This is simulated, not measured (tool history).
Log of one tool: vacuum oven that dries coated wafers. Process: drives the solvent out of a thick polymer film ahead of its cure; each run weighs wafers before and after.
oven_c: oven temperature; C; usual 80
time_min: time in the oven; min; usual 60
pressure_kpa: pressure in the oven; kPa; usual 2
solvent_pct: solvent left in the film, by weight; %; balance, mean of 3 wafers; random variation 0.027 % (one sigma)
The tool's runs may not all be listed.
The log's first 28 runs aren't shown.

| run | hour | oven_c | time_min | pressure_kpa | hours of work since the thermocouples were calibrated | hours of work since the vacuum gauge was cleaned of residue | solvent_pct |
|---|---|---|---|---|---|---|---|
|  | 341.5 | oven's thermocouples calibrated |
| 29 | 341.5 | 93 | 60 | 2 | 0 | 467 | 1.53 |
| 30 | 359.8 | 70 | 79 | 2.79 | 14 | 480 | 7.89 |
| 31 | 374.9 | 82 | 69 | 7.19 | 25 | 492 | 8.14 |
| 32 | 388.1 | 85 | 60 | 4.04 | 35 | 501 | 4.55 |
| 33 | 401.7 | 85 | 60 | 4.04 | 45 | 512 | 4.62 |
| 34 | 412.4 | 85 | 60 | 4.04 | 53 | 520 | 4.64 |
| 35 | 431.2 | 85 | 38 | 1.07 | 67 | 533 | 3.68 |
| 36 | 441.7 | 77 | 59 | 1.29 | 74 | 541 | 4.66 |
| 37 | 450.9 | 77 | 47 | 6 | 81 | 548 | 10.2 |
| 38 | 469.5 | 72 | 60 | 1.3 | 95 | 562 | 6.59 |
| 39 | 483.3 | 72 | 60 | 1.3 | 105 | 572 | 6.55 |
| 40 | 501.1 | 82 | 97 | 6.47 | 119 | 585 | 7 |
| 41 | 514.8 | 90 | 38 | 1.87 | 129 | 596 | 2.82 |
| 42 | 529.9 | 83 | 38 | 1.87 | 140 | 607 | 4.99 |
| 43 | 545.8 | 75 | 89 | 2 | 152 | 619 | 4.47 |
| 44 | 556.3 | 74 | 77 | 1.49 | 160 | 626 | 4.82 |
| 45 | 570.4 | 74 | 77 | 5.96 | 170 | 637 | 10.15 |
| 46 | 579.2 | 80 | 42 | 4.46 | 177 | 643 | 7.96 |
| 47 | 598.3 | 80 | 42 | 4.46 | 191 | 658 | 7.96 |
| 48 | 613.8 | 83 | 71 | 4.46 | 202 | 669 | 5.21 |

Forecast each of these 3 alternatives for the next run:
| A | 632.7 | 80 | 61 | 2 | 216 | 683 | ? |
| B | 632.7 | 80 | 60 | 3.82 | 216 | 683 | ? |
| C | 632.7 | 68 | 59 | 1.95 | 216 | 683 | ? |

| run | solvent_pct |
|---|---|
| A | 4.19 |
| B | 6.04 |
| C | 9.1 |
Without the tool's hidden state the same runs would have given:
| run | solvent_pct |
|---|---|
| A | 4.18 |
| B | 6.04 |
| C | 9.1 |

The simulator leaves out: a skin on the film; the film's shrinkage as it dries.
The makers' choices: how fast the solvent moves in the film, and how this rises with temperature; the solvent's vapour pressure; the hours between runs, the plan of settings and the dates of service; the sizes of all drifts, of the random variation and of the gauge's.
